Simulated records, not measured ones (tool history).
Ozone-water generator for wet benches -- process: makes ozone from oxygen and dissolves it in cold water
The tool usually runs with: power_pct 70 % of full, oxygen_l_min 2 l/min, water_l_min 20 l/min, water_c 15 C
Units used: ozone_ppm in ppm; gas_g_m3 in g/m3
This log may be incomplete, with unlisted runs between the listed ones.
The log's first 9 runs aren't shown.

run	hour	power_pct	oxygen_l_min	water_l_min	water_c	hours of work since the electrodes were changed	hours of work since the contactor was cleaned	hours of work since the thermometer was calibrated	ozone_ppm	gas_g_m3
10	1539.6	70	2	20	15	6670	445	554	11.6	212.8
11	1672.8	70	2	20	15	6759	533	642	11.8	213.9
12	1842	70	2	20	15	6871	646	755	11.8	210.9
13	2024	70	2	20	15	6993	767	876	11.8	210.9
14	2127.1	70	2	20	15	7061	836	945	11.8	212.3
15	2226.2	70	2	20	15	7127	902	1011	11.8	212.1
16	2437.1	70	2	20	15	7268	1043	1152	11.6	210.6
17	2549.5	51	2.8	13	15	7343	1118	1227	15.2	139.3
18	2710.8	51	2.8	13	15	7450	1225	1334	15.1	137.5
19	2820.9	51	2.8	13	15	7524	1298	1407	15.3	138.3
20	2928.3	51	2.8	13	15	7595	1370	1479	15.3	137.8
21	3143.8	70	2.43	25	15	7739	1513	1622	9.4	191.2
22	3348.3	70	2.43	25	15	7875	1650	1759	9.6	193.5
23	3573.2	70	2.43	25	15	8025	1799	1908	9.7	192.2
24	3692.5	70	2.43	28	15	8104	1879	1988	8.4	191.6
25	3917.6	70	2	17	21	8254	2029	2138	13.3	210.2
26	4127.9	70	2	17	21	8394	2169	2278	13.7	210.8
27	4259.3	70	1.22	20	15	8482	2257	2366	10.3	268.3

Run 28 is up next; what results do you expect?
28	4399.7	70	1.43	14	7	8575	2350	2459	?	?

Logged for run 28: ozone_ppm 16.8 ppm, gas_g_m3 249 g/m3.
Had the tool carried no hidden state, the very same run would have given ozone_ppm 16.8 ppm, gas_g_m3 249.3 g/m3.
